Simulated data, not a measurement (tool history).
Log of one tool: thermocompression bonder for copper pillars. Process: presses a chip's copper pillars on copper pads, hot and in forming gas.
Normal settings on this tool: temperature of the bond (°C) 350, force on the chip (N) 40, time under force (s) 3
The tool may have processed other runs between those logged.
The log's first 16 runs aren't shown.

run	hour	temperature of the bond (°C)	force on the chip (N)	time under force (s)	force that shears a chip off (N)
17	563.9	366	30	3	44.2
18	606.7	343	40	3	41.6
19	649.8	343	40	3	42.5
# hour 658.7: forming gas filter changed
20	682.7	350	45	3	47.7
21	721.2	350	45	3	47
# hour 726.2: force cell calibrated
22	766.2	350	32	2	33.9
23	804.8	375	28	7	57.8
24	852.4	360	52	4	59.3
# hour 859.9: forming gas filter changed
# hour 874.1: heater calibrated with a thermocouple chip
25	889.5	360	33	2	38.2
26	930.3	358	57	3	57.1
27	971	340	49	2	40.2

Run 28, settings as shown, results not yet in. Your forecast:
28	1007.8	353	55	2	?

force that shears a chip off (N): 47.5
Minus the tool's unlogged condition, the same run would have read force that shears a chip off (N) 47.5.
